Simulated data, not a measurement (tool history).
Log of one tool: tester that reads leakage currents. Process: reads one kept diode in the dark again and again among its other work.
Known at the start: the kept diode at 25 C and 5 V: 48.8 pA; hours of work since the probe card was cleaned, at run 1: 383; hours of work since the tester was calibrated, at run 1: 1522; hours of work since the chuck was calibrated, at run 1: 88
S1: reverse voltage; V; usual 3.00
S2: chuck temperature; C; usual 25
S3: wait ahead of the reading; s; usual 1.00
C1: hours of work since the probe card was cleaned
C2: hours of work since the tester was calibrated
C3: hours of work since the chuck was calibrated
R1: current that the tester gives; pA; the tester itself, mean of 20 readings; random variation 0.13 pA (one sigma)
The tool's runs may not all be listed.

run	day	S1	S2	S3	C1	C2	C3	R1
1	0.000	3.00	25	1.00	383	1522	88	38.79
2	1.883	3.00	25	1.00	417	1555	121	38.62
3	4.021	3.00	25	0.50	455	1593	159	39.07
4	5.283	3.00	25	0.50	477	1616	181	39.05
5	7.717	3.00	25	0.50	520	1659	224	38.97
6	9.200	3.00	25	0.50	546	1685	251	39.11
7	11.133	3.00	28	0.50	581	1719	285	50.25
8	13.517	3.00	28	0.50	623	1762	327	50.41
9	15.304	3.00	28	0.50	655	1793	359	50.14
10	16.517	3.00	53	1.00	676	1815	380	390.20
11	19.075	3.00	25	0.63	722	1860	426	38.46
12	21.417	3.00	25	0.88	763	1902	467	37.97
13	24.096	3.00	25	0.88	811	1949	515	38.03
14	25.962	3.00	25	0.88	844	1982	548	37.84
15	28.646	1.17	25	0.88	891	2030	596	23.07
16	31.204	1.17	25	0.88	937	2075	641	22.98
17	33.008	3.00	56	1.00	969	2107	673	476.81
18	35.500	3.00	25	1.00	1013	2151	717	37.56
19	36.758	3.00	25	1.00	1035	2174	739	37.27
20	39.604	4.82	25	1.00	1086	2224	790	48.34
21	42.004	6.47	47	1.37	1128	2267	832	348.35
22	43.412	6.47	47	1.37	1153	2292	857	351.06
23	46.304	6.47	41	0.83	1204	2343	909	213.72
24	47.992	14.62	25	2.24	1234	2373	939	88.35
25	50.292	14.62	25	2.24	1275	2414	979	87.57
26	52.283	14.62	25	2.24	1310	2449	1015	87.62
27	54.629	1.17	45	3.68	1352	2491	1056	121.82
28	56.454	1.77	45	4.78	1384	2523	1089	150.60
29	58.812	1.77	45	4.78	1426	2565	1131	149.43
30	60.796	5.21	45	1.00	1461	2600	1166	260.62
31	62.371	3.85	25	1.00	1489	2628	1194	42.39
32	64.408	3.85	25	1.00	1525	2664	1230	41.75
33	66.967	8.04	25	6.93	1571	2709	1275	62.07
34	68.754	7.60	25	2.51	1603	2741	1307	60.42
35	69.929	1.01	23	0.63	1623	2762	1328	17.12
36	71.604	3.00	28	1.55	1653	2792	1357	46.76

Forecast each of these 5 alternatives for the next run:
A	74.192	3.00	28	4.55	1699	2838	1403	?
B	74.192	2.07	25	1.55	1699	2838	1403	?
C	74.192	2.05	40	1.36	1699	2838	1403	?
D	74.192	1.67	37	1.55	1699	2838	1403	?
E	74.192	6.24	57	2.58	1699	2838	1403	?

run	R1
A	46.72
B	29.57
C	105.26
D	73.70
E	712.61
Without the tool's hidden state the same runs would have given:
run	R1
A	49.91
B	31.50
C	115.79
D	81.04
E	781.21
